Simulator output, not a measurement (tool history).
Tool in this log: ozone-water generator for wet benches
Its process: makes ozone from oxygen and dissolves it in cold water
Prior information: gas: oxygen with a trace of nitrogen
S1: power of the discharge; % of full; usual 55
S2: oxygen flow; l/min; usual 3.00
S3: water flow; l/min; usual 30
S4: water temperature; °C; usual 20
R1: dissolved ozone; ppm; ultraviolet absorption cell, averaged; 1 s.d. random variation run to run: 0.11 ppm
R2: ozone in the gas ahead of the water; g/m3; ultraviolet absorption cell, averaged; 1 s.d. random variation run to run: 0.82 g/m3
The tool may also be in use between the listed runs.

run 1 hour=0.0 | S1=55 S2=3.00 S3=30 S4=20 | R1=5.4 R2=125.3
run 2 hour=97.1 | S1=55 S2=3.00 S3=30 S4=20 | R1=5.5 R2=125.8
run 3 hour=198.6 | S1=55 S2=3.00 S3=30 S4=20 | R1=5.5 R2=125.3
run 4 hour=256.4 | S1=55 S2=3.00 S3=30 S4=20 | R1=5.5 R2=124.8
run 5 hour=360.9 | S1=55 S2=3.00 S3=30 S4=20 | R1=5.4 R2=125.8
run 6 hour=462.8 | S1=55 S2=3.00 S3=30 S4=20 | R1=5.5 R2=124.9
run 7 hour=570.3 | S1=55 S2=4.92 S3=30 S4=20 | R1=5.9 R2=94.6
run 8 hour=688.0 | S1=55 S2=4.92 S3=30 S4=20 | R1=5.8 R2=93.7
run 9 hour=765.7 | S1=55 S2=4.92 S3=30 S4=20 | R1=5.8 R2=94.0
-- hour=772.7 water thermometer calibrated
run 10 hour=857.8 | S1=55 S2=4.92 S3=30 S4=20 | R1=5.8 R2=94.2
run 11 hour=966.4 | S1=55 S2=3.72 S3=30 S4=20 | R1=5.5 R2=111.5
run 12 hour=1067.0 | S1=55 S2=3.00 S3=28 S4=23 | R1=5.7 R2=123.0
run 13 hour=1127.5 | S1=43 S2=1.61 S3=39 S4=20 | R1=2.9 R2=155.2
run 14 hour=1216.1 | S1=63 S2=4.27 S3=30 S4=20 | R1=6.2 R2=109.3
-- hour=1256.4 water thermometer calibrated, once more
run 15 hour=1281.0 | S1=55 S2=3.00 S3=43 S4=14 | R1=3.7 R2=124.0
run 16 hour=1376.7 | S1=55 S2=3.00 S3=32 S4=20 | R1=4.9 R2=123.2
run 17 hour=1478.6 | S1=55 S2=3.00 S3=30 S4=15 | R1=5.5 R2=124.3
run 18 hour=1548.7 | S1=57 S2=1.77 S3=36 S4=20 | R1=4.0 R2=168.7
run 19 hour=1613.8 | S1=57 S2=4.15 S3=36 S4=12 | R1=5.0 R2=104.4

Each row is a separate what-if for the run after 19, all from the same tool condition, not one after another. Results?
run A hour=1719.9 | S1=89 S2=3.00 S3=41 S4=20 | R1=? R2=?
run B hour=1719.9 | S1=41 S2=3.00 S3=30 S4=20 | R1=? R2=?
run C hour=1719.9 | S1=57 S2=5.16 S3=36 S4=16 | R1=? R2=?
run D hour=1719.9 | S1=85 S2=4.15 S3=36 S4=14 | R1=? R2=?

run=A R1=4.9 R2=158.2
run=B R1=4.5 R2=105.5
run=C R1=4.9 R2=92.4
run=D R1=6.3 R2=130.0
With the hidden condition removed and each run's random variation left untouched, the same runs would have given:
run=A R1=5.5 R2=166.9
run=B R1=4.9 R2=109.1
run=C R1=5.4 R2=96.4
run=D R1=7.1 R2=136.9
